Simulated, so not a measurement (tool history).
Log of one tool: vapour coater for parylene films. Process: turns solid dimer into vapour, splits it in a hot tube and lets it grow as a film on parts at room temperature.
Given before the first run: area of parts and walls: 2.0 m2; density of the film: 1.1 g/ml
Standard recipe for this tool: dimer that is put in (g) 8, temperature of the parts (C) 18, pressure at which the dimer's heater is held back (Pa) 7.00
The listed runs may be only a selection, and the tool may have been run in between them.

| run | hour | dimer that is put in (g) | temperature of the parts (C) | pressure at which the dimer's heater is held back (Pa) | thickness of the film (nm) |
|---|---|---|---|---|---|
| 1 | 0.0 | 8 | 18 | 7.00 | 2382 |
| 2 | 36.2 | 8 | 27 | 7.00 | 1902 |
| 3 | 64.7 | 8 | 27 | 7.00 | 1896 |
| 4 | 100.4 | 8 | 29 | 7.00 | 1803 |
| 5 | 133.2 | 8 | 18 | 7.00 | 2374 |
| 6 | 173.7 | 8 | 18 | 7.00 | 2380 |
| 7 | 215.5 | 4 | 18 | 7.00 | 1187 |
| 8 | 263.6 | 4 | 18 | 7.00 | 1189 |
| 9 | 331.9 | 8 | 14 | 7.00 | 2614 |
| 10 | 395.1 | 8 | 14 | 7.00 | 2601 |
| 11 | 427.9 | 8 | 18 | 9.17 | 2225 |
| 12 | 494.0 | 8 | 18 | 9.17 | 2211 |
| 13 | 535.6 | 8 | 18 | 9.17 | 2136 |
| 14 | 590.3 | 8 | 18 | 9.17 | 2127 |
| 15 | 637.2 | 8 | 26 | 7.00 | 1827 |
| 16 | 683.6 | 8 | 18 | 7.00 | 2245 |
| 17 | 717.0 | 8 | 18 | 7.00 | 2305 |
| 18 | 754.8 | 8 | 18 | 7.00 | 2276 |
| 19 | 818.3 | 8 | 17 | 7.00 | 2597 |
| 20 | 868.8 | 3 | 17 | 7.00 | 966 |
| 21 | 908.7 | 8 | 18 | 7.00 | 2526 |
| 22 | 966.7 | 8 | 18 | 7.00 | 2493 |
| 23 | 998.1 | 8 | 18 | 7.00 | 2520 |
| 24 | 1041.3 | 8 | 18 | 7.00 | 2500 |
| 25 | 1104.0 | 8 | 18 | 7.00 | 2486 |
| 26 | 1170.5 | 11 | 18 | 7.00 | 3412 |
| 27 | 1237.0 | 4 | 20 | 10.00 | 1099 |
| 28 | 1283.1 | 4 | 20 | 10.00 | 1084 |
| 29 | 1313.3 | 8 | 17 | 4.16 | 2837 |
| 30 | 1343.3 | 3 | 17 | 5.89 | 995 |
| 31 | 1373.6 | 12 | 18 | 7.00 | 3698 |
| 32 | 1442.9 | 7 | 15 | 7.00 | 2325 |
| 33 | 1507.1 | 7 | 15 | 7.00 | 2325 |
| 34 | 1555.2 | 8 | 14 | 7.00 | 2710 |
| 35 | 1622.8 | 8 | 14 | 7.00 | 2727 |
| 36 | 1680.2 | 8 | 14 | 7.00 | 2690 |
| 37 | 1717.8 | 8 | 14 | 7.00 | 2702 |
| 38 | 1757.9 | 8 | 14 | 7.00 | 2693 |
| 39 | 1821.0 | 3 | 20 | 2.05 | 1127 |
| 40 | 1863.7 | 3 | 20 | 2.05 | 1121 |
| 41 | 1903.2 | 3 | 20 | 2.05 | 1117 |
| 42 | 1969.2 | 8 | 12 | 9.25 | 2654 |
| 43 | 2020.6 | 8 | 12 | 9.25 | 2649 |
| 44 | 2052.8 | 8 | 12 | 9.25 | 2619 |
| 45 | 2108.3 | 8 | 18 | 7.83 | 2324 |
| 46 | 2138.0 | 8 | 22 | 7.00 | 2144 |
| 47 | 2184.8 | 5 | 12 | 7.00 | 1749 |

Taken out of this log: 3 entries between the listed runs. Where each belongs, and how the hidden state differs across it:
Run 12 -> run 13: trap's valve overhauled (hour 524.0)
  vapour lost through the trap's worn valve, %: 5 -> 8.6; true temperature of the parts over the reading, C: 0.81 -> 0.82
  measured minus no-state result, thickness of the film (nm): -165 -> -250
Run 16 -> run 17: table's thermometer calibrated (hour 717.0)
  vapour lost through the trap's worn valve, %: 9.1 -> 9.2; true temperature of the parts over the reading, C: 0.88 -> -0.19
  measured minus no-state result, thickness of the film (nm): -281 -> -220
Run 18 -> run 19: trap's valve overhauled, once more (hour 799.9)
  vapour lost through the trap's worn valve, %: 9.3 -> 0.2; true temperature of the parts over the reading, C: -0.18 -> -0.16
  measured minus no-state result, thickness of the film (nm): -223 -> +7
